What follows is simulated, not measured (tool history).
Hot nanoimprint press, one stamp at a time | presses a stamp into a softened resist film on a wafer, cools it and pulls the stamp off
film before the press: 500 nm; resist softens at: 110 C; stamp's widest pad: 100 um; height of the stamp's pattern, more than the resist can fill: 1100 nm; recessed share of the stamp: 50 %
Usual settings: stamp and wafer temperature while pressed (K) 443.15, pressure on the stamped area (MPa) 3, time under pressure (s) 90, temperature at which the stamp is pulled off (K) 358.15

run	hour	stamp and wafer temperature while pressed (K)	pressure on the stamped area (MPa)	time under pressure (s)	temperature at which the stamp is pulled off (K)	resist left under the stamp's widest pad (nm)	greatest force while the stamp is pulled off (N)
1	0	443.15	3	90	358.15	255.5	241
# hour 18.5: press's hydraulic seals changed and the load cell set to zero
# hour 56.5: stamp cleaned and given a new release coat
2	99.7	443.15	3	90	358.15	252	221
3	139.3	443.15	3	136	358.15	216.8	237
# hour 242.9: stamp cleaned and given a new release coat
4	242.9	443.15	3	136	358.15	221.9	211
5	305	443.15	3	90	358.15	261.3	226
# hour 348.4: plate thermocouple calibrated
6	375.7	443.15	3	142	358.15	194.2	244
7	418.4	453.15	3	90	358.15	145.3	241
# hour 436.7: stamp cleaned and given a new release coat
8	518.9	443.15	3	171	358.15	184.9	229
9	599.3	443.15	3	171	358.15	186.3	255
# hour 627.3: stamp cleaned and given a new release coat
10	701.1	443.15	3	171	358.15	192.4	229
11	766.9	443.15	3	90	363.15	246	238
# hour 819.5: stamp cleaned and given a new release coat
12	833.4	443.15	3	90	363.15	248.4	208
13	899.1	441.15	1.91	157	363.15	275.3	230
14	994.8	441.15	1.91	157	363.15	283.8	244
# hour 1007.7: stamp cleaned and given a new release coat
# hour 1073.6: press's hydraulic seals changed and the load cell set to zero
15	1093.4	441.15	1.91	157	363.15	278.4	223
16	1134.6	441.15	1.91	157	363.15	283	237
# hour 1202: stamp cleaned and given a new release coat
# hour 1213.8: plate thermocouple calibrated
17	1223.4	441.15	1.91	157	363.15	251.9	203
18	1316.2	443.15	3	109	353.15	212.5	246

Run 19 comes next. What will it give?
# hour 1392.7: stamp cleaned and given a new release coat
19	1413.5	443.15	3	109	353.15	?	?

Run 19 gave resist left under the stamp's widest pad (nm) 216.7, greatest force while the stamp is pulled off (N) 223.
Without the tool's hidden state the same run would have given resist left under the stamp's widest pad (nm) 209.9, greatest force while the stamp is pulled off (N) 218.
